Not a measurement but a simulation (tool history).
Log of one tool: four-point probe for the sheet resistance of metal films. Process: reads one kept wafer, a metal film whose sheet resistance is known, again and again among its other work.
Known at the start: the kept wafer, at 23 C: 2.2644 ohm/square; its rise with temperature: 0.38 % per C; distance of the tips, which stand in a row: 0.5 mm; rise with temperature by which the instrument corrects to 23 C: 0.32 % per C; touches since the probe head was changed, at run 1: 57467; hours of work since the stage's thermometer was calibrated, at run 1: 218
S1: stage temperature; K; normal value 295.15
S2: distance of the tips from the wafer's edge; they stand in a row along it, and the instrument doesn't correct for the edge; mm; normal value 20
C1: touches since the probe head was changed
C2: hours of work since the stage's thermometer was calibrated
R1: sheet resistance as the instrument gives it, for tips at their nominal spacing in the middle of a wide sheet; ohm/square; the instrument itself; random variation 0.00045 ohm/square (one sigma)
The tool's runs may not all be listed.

run 1 hour=0 | S1=295.15 S2=20 | C1=57467 C2=218 | R1=2.249158
run 2 hour=46.2 | S1=295.15 S2=20 | C1=60225 C2=251 | R1=2.247876
run 3 hour=105.1 | S1=295.15 S2=20 | C1=63741 C2=293 | R1=2.24709
run 4 hour=142.7 | S1=295.15 S2=8 | C1=65989 C2=319 | R1=2.249771
run 5 hour=206.7 | S1=295.15 S2=8 | C1=69808 C2=365 | R1=2.248955
run 6 hour=272.9 | S1=295.15 S2=8 | C1=73761 C2=411 | R1=2.247382
-- hour=288.9 new probe head fitted
run 7 hour=344.1 | S1=295.15 S2=20 | C1=3296 C2=461 | R1=2.265087
run 8 hour=384.4 | S1=295.15 S2=20 | C1=5703 C2=489 | R1=2.264911
run 9 hour=445.8 | S1=295.15 S2=20 | C1=9370 C2=533 | R1=2.263792
run 10 hour=509 | S1=295.15 S2=20 | C1=13140 C2=578 | R1=2.262091
run 11 hour=591.8 | S1=295.15 S2=20 | C1=18081 C2=636 | R1=2.260267
run 12 hour=646.9 | S1=294.15 S2=32 | C1=21372 C2=675 | R1=2.256626
run 13 hour=713.7 | S1=294.15 S2=32 | C1=25359 C2=722 | R1=2.256275
run 14 hour=774.1 | S1=294.15 S2=32 | C1=28967 C2=765 | R1=2.254805
run 15 hour=841.1 | S1=294.15 S2=32 | C1=32968 C2=812 | R1=2.252449
run 16 hour=875.1 | S1=293.15 S2=66 | C1=34994 C2=836 | R1=2.251102
run 17 hour=947.1 | S1=298.15 S2=35 | C1=39296 C2=887 | R1=2.256039
run 18 hour=1013.2 | S1=298.15 S2=35 | C1=43238 C2=934 | R1=2.255568
run 19 hour=1062.1 | S1=303.15 S2=20 | C1=46157 C2=969 | R1=2.261444
run 20 hour=1114.6 | S1=295.15 S2=26 | C1=49293 C2=1006 | R1=2.249623
run 21 hour=1187.6 | S1=298.15 S2=20 | C1=53649 C2=1057 | R1=2.252346

Below, some changes in R1 between adjacent runs. For each, the amount present without the hidden state too (settings, incoming material, random variation) and the amount remaining for the hidden state with gauge scatter not shared by both compared results:
Hidden state present: inner tips' distance over the nominal, %; tips' flats over new ones', %; wafer's true temperature over the reading, C; drift of the gauge itself on sheet_ohm, %.
Run 6 -> 7: S2 8 -> 20, new probe head fitted. R1 +0.017705 ohm/square: hidden state +0.022006, all else -0.004301.
Run 10 -> 11: nothing adjusted, nothing logged. R1 -0.001824 ohm/square: hidden state -0.001843, all else +0.000019.
Run 19 -> 20: S1 303.15 -> 295.15, S2 20 -> 26. R1 -0.011821 ohm/square: hidden state -0.000987, all else -0.010834.
